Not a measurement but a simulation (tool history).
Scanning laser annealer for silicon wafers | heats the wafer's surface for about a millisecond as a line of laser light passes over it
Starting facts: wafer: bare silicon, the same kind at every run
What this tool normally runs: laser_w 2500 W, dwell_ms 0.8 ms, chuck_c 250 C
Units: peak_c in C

run   hour  laser_w  dwell_ms  chuck_c  peak_c
  1      0     2500       0.8      250     999
  2   27.3     2149       0.8      250     874
      31.5  -- window over the wafer cleaned
  3   52.7     2149       0.8      250     877
  4   83.5     2149     0.607      250     800
  5  113.2     2500       0.8      267    1015
  6    140     2500       0.8      267    1021
  7  169.6     2500       0.8      267    1020
  8  187.9     2500       0.8      271    1019
  9  202.8     2500       0.8      271    1024
 10  219.7     2500       0.8      271    1020
 11  233.9     2500     0.822      250    1010
 12  253.1     2500     0.822      250    1009
 13  285.1     2500     0.822      250    1008
 14  310.3     2735       0.8      250    1085
 15    332     2735       0.8      250    1080
 16    351     2307     0.981      250    1001
 17  373.9     2402      0.72      260     943
 18  394.2     2402      0.72      260     937
 19  419.2     2402      0.72      260     939
 20  433.6     2529     0.854      276    1061
 21  449.4     2529     0.854      276    1059
 22  469.9     2703     0.562      249     948
 23    492     2703     0.562      249     943
 24  512.7     2538       0.8      290    1056

What does the tool deliver on the next run?
 25  533.6     2615     0.728      220       ?

Run 25 produced peak_c 974 C.
With no hidden state in the tool, this same run would have given peak_c 975 C.

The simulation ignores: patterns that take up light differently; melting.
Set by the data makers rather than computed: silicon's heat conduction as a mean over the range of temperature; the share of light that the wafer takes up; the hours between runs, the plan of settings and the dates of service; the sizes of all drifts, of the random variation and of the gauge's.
